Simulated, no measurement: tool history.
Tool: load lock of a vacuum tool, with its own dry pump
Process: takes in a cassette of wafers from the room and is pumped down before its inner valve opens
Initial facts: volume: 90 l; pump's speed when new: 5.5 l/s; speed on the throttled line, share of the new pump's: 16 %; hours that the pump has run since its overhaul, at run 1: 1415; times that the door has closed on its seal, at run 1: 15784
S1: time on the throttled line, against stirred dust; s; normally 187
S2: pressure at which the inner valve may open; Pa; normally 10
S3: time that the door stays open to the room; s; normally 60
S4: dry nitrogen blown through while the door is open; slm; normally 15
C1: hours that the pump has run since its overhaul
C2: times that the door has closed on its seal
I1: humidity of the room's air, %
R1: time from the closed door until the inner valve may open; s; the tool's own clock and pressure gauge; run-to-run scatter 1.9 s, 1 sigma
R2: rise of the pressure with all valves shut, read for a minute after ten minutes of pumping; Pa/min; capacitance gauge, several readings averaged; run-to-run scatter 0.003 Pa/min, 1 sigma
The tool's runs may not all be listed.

Run 1, day 0.000: usual settings; C1 1415; C2 15784; I1 47.2. Result: R1 311.3 s, R2 0.042 Pa/min.
Run 2, day 4.333: usual settings; C1 1519; C2 16177; I1 47.6. Result: R1 307.7 s, R2 0.045 Pa/min.
Run 3, day 12.562: usual settings; C1 1716; C2 16924; I1 44.0. Result: R1 309.7 s, R2 0.040 Pa/min.
Run 4, day 18.862: usual settings; C1 1867; C2 17495; I1 47.6. Result: R1 310.6 s, R2 0.047 Pa/min.
Run 5, day 26.871: usual settings; C1 2060; C2 18221; I1 46.8. Result: R1 306.8 s, R2 0.049 Pa/min.
Run 6, day 33.762: usual settings; C1 2225; C2 18846; I1 47.2. Result: R1 305.9 s, R2 0.043 Pa/min.
Run 7, day 40.692: usual settings but S1 161 s; C1 2391; C2 19475; I1 45.5. Result: R1 284.9 s, R2 0.039 Pa/min.
Run 8, day 45.038: usual settings but S1 233 s; C1 2496; C2 19869; I1 44.3. Result: R1 347.7 s, R2 0.042 Pa/min.
Run 9, day 55.117: usual settings but S4 10 slm; C1 2737; C2 20783; I1 42.4. Result: R1 308.2 s, R2 0.042 Pa/min.
Run 10, day 65.421: usual settings but S4 10 slm; C1 2985; C2 21718; I1 46.2. Result: R1 311.8 s, R2 0.051 Pa/min.
Run 11, day 71.350: usual settings but S1 255 s, S3 54 s; C1 3127; C2 22255; I1 46.9. Result: R1 366.7 s, R2 0.035 Pa/min.
Run 12, day 81.708: usual settings but S1 255 s, S3 54 s; C1 3376; C2 23195; I1 45.2. Result: R1 369.2 s, R2 0.038 Pa/min.
Run 13, day 90.712: usual settings but S1 255 s, S3 54 s; C1 3592; C2 24012; I1 46.6. Result: R1 368.6 s, R2 0.042 Pa/min.
Run 14, day 98.733: usual settings but S1 255 s, S3 54 s; C1 3784; C2 24739; I1 44.6. Result: R1 364.1 s, R2 0.037 Pa/min.
Run 15, day 108.046: usual settings but S1 255 s, S2 7 Pa, S3 36 s, S4 6 slm; C1 4008; C2 25584; I1 45.6. Result: R1 372.3 s, R2 0.039 Pa/min.
Run 16, day 115.500: usual settings but S1 151 s, S2 7 Pa, S3 191 s, S4 6 slm; C1 4187; C2 26260; I1 44.5. Result: R1 285.6 s, R2 0.090 Pa/min.
Run 17, day 121.854: usual settings but S1 151 s, S2 7 Pa, S3 39 s, S4 9 slm; C1 4339; C2 26836; I1 42.6. Result: R1 284.8 s, R2 0.030 Pa/min.
Run 18, day 131.875: usual settings but S1 137 s; C1 4580; C2 27745; I1 44.9. Result: R1 267.9 s, R2 0.040 Pa/min.
Run 19, day 137.679: usual settings but S1 212 s, S2 11 Pa, S3 40 s, S4 11 slm; C1 4719; C2 28271; I1 45.3. Result: R1 327.7 s, R2 0.039 Pa/min.
Run 20, day 146.125: usual settings but S1 358 s, S3 170 s, S4 8 slm; C1 4922; C2 29037; I1 44.4. Result: R1 455.6 s, R2 0.078 Pa/min.

Below are 3 alternative next runs, each starting from the tool's condition after run 20. Predict each:
Run A, day 151.692: usual settings but S1 358 s, S2 11 Pa, S3 170 s, S4 17 slm; C1 5055; C2 29542; I1 43.2. Result: R1 ?, R2 ?.
Run B, day 151.692: usual settings but S1 101 s, S2 13 Pa, S3 170 s, S4 8 slm; C1 5055; C2 29542; I1 42.6. Result: R1 ?, R2 ?.
Run C, day 151.692: usual settings but S1 368 s, S2 16 Pa, S3 58 s; C1 5055; C2 29542; I1 43.5. Result: R1 ?, R2 ?.

run     R1     R2
  A  455.9  0.069
  B  235.0  0.077
  C  457.3  0.039
Take away the tool's hidden state, keep each run's random variation, and the runs would have read:
run     R1     R2
  A  455.9  0.068
  B  235.0  0.077
  C  457.3  0.039
